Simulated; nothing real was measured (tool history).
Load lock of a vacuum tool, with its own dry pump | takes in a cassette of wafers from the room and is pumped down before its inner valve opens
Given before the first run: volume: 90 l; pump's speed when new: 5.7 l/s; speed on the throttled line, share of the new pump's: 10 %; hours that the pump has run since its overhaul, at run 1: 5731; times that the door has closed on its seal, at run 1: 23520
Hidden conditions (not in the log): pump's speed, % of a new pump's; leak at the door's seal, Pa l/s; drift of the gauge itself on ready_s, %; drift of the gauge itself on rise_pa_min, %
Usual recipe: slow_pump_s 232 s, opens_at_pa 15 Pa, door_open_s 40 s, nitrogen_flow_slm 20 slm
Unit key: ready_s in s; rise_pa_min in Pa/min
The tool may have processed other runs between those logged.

| run | hour | slow_pump_s | opens_at_pa | door_open_s | nitrogen_flow_slm | hours that the pump has run since its overhaul | times that the door has closed on its seal | incoming humidity of the room's air, % | ready_s | rise_pa_min |
|---|---|---|---|---|---|---|---|---|---|---|
| 1 | 0 | 232 | 15 | 40 | 20 | 5731 | 23520 | 48.4 | 351.6 | 0.087 |
| 2 | 90.4 | 232 | 15 | 27 | 20 | 5822 | 23924 | 44.4 | 353.8 | 0.079 |
| 3 | 176.3 | 232 | 12 | 27 | 20 | 5908 | 24308 | 45.7 | 358.2 | 0.079 |
| 4 | 265.1 | 232 | 12 | 27 | 20 | 5997 | 24704 | 42.4 | 358 | 0.079 |
| 5 | 365.4 | 232 | 15 | 40 | 4 | 6097 | 25152 | 45.7 | 356.7 | 0.105 |
| 6 | 501.1 | 232 | 15 | 40 | 4 | 6233 | 25758 | 45.4 | 354.9 | 0.107 |
| 7 | 610.2 | 232 | 15 | 40 | 20 | 6342 | 26245 | 46.5 | 352.4 | 0.099 |
| 8 | 752.7 | 232 | 15 | 40 | 20 | 6484 | 26881 | 46.5 | 353.3 | 0.097 |
| 9 | 903 | 232 | 20 | 40 | 20 | 6634 | 27552 | 47.3 | 351.2 | 0.098 |
| 10 | 1018.8 | 232 | 15 | 40 | 20 | 6750 | 28070 | 45.9 | 354.4 | 0.102 |
| 11 | 1151.9 | 232 | 15 | 40 | 20 | 6883 | 28664 | 47.9 | 354.9 | 0.103 |
| 12 | 1221.6 | 232 | 15 | 40 | 20 | 6953 | 28975 | 43.7 | 356.3 | 0.107 |
| 13 | 1367.1 | 232 | 15 | 40 | 20 | 7099 | 29625 | 40.8 | 352.9 | 0.108 |
| 14 | 1436.1 | 232 | 15 | 29 | 20 | 7168 | 29933 | 40.7 | 355.7 | 0.108 |
| 15 | 1533.3 | 232 | 15 | 29 | 20 | 7265 | 30367 | 43.8 | 354.6 | 0.109 |
| 16 | 1672.5 | 232 | 15 | 29 | 20 | 7404 | 30988 | 48 | 357.5 | 0.11 |
| 17 | 1778.5 | 197 | 15 | 40 | 32 | 7510 | 31462 | 43.4 | 324.2 | 0.106 |
| 18 | 1893.1 | 232 | 15 | 52 | 20 | 7625 | 31974 | 48.2 | 355.4 | 0.126 |
| 19 | 2020.1 | 232 | 15 | 52 | 20 | 7752 | 32541 | 45.1 | 354.8 | 0.126 |
| 20 | 2102 | 232 | 15 | 52 | 20 | 7833 | 32906 | 46.4 | 356.7 | 0.13 |
| 21 | 2246 | 232 | 15 | 52 | 20 | 7977 | 33549 | 44.6 | 353.7 | 0.124 |
| 22 | 2343.1 | 400 | 21 | 59 | 23 | 8075 | 33983 | 45.3 | 503.8 | 0.13 |

Estimate the outcome of run 23 from the log above:
| 23 | 2417.1 | 400 | 21 | 59 | 23 | 8149 | 34313 | 47.6 | ? | ? |

ready_s: 500.7 s
rise_pa_min: 0.134 Pa/min
With no hidden state in the tool, this same run would have given ready_s 493.4 s, rise_pa_min 0.024 Pa/min.

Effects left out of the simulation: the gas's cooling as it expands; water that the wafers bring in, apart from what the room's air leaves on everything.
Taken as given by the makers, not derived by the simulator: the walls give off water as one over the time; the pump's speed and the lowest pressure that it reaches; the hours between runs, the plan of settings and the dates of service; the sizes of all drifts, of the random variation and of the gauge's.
